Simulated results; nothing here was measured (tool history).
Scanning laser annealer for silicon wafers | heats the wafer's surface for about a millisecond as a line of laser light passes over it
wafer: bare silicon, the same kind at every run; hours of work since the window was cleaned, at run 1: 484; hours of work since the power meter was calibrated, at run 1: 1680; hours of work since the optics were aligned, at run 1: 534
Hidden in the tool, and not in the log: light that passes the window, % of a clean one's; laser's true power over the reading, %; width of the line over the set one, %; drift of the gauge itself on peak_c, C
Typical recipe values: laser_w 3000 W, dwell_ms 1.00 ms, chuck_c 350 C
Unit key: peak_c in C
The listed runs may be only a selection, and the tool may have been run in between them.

run	hour	laser_w	dwell_ms	chuck_c	hours of work since the window was cleaned	hours of work since the power meter was calibrated	hours of work since the optics were aligned	peak_c
1	0.0	3000	1.00	350	484	1680	534	1073
2	35.3	3087	1.00	350	506	1703	556	1099
3	102.6	3087	1.00	350	549	1745	599	1100
4	165.8	3087	1.00	350	588	1785	638	1093
5	225.1	3087	1.00	350	626	1822	676	1093
6	270.3	2836	1.00	350	654	1850	704	1017
7	308.2	2836	1.00	350	678	1874	728	1015
# hour 356.8: window over the wafer cleaned
8	378.6	2836	1.00	350	14	1917	771	1038
9	438.5	2836	1.00	329	51	1955	809	1016
10	480.9	2836	1.00	329	78	1982	835	1015
11	538.0	2836	1.00	329	114	2017	871	1014
12	600.0	2836	1.00	329	153	2056	910	1013
13	653.1	2836	1.00	329	186	2090	943	1010
14	704.5	2836	1.00	329	219	2122	976	1012
15	760.1	3290	1.15	350	254	2157	1011	1225
16	811.4	3290	1.15	350	286	2189	1043	1223
17	840.3	3290	1.15	350	304	2208	1061	1223
18	885.9	3180	0.71	372	333	2236	1090	1049
19	917.7	3180	0.71	372	353	2256	1110	1046

What if the next run were any one of these 4? Each begins from the tool's condition after run 19:
A	971.0	2637	1.00	357	386	2290	1143	?
B	971.0	3224	1.00	372	386	2290	1143	?
C	971.0	3138	0.85	384	386	2290	1143	?
D	971.0	3051	0.86	357	386	2290	1143	?

run	peak_c
A	970
B	1170
C	1102
D	1053
Stripped of hidden state, with their random variation kept, the same runs would have yielded:
run	peak_c
A	981
B	1184
C	1115
D	1065
